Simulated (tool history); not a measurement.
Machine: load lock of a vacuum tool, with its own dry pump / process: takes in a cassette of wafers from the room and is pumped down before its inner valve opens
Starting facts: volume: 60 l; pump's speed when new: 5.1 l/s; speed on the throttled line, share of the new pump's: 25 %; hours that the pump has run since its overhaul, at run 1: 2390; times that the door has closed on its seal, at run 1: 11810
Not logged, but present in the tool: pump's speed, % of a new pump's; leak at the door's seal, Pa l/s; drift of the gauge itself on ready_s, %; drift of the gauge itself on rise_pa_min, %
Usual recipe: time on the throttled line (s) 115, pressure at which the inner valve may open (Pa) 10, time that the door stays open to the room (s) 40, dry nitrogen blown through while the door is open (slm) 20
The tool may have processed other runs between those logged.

run	day	time on the throttled line (s)	pressure at which the inner valve may open (Pa)	time that the door stays open to the room (s)	dry nitrogen blown through while the door is open (slm)	hours that the pump has run since its overhaul	times that the door has closed on its seal	incoming humidity of the room's air, %	time from the closed door until the inner valve may open (s)	rise of the pressure with all valves shut (Pa/min)
1	0	115	10	40	20	2390	11810	41.4	196.2	0.044
2	3.546	115	10	40	20	2475	12074	43.5	195.9	0.047
3	5.95	115	10	40	20	2533	12253	45.4	195.9	0.04
4	11.092	115	10	40	20	2656	12635	44.3	195.2	0.042
5	15.112	115	10	40	20	2753	12934	44.7	195.5	0.047
6	18.175	115	14	40	20	2827	13162	46.8	192.1	0.051
7	21.138	115	14	40	20	2898	13382	45.8	192.1	0.044

Predict the results of run 8:
8	25.25	115	8	148	14	2996	13688	41.8	?	?

time from the closed door until the inner valve may open (s): 197.6
rise of the pressure with all valves shut (Pa/min): 0.071
Take away the tool's hidden state, keep the run-to-run variation as it was, and the same run would have given time from the closed door until the inner valve may open (s) 196.5, rise of the pressure with all valves shut (Pa/min) 0.06.
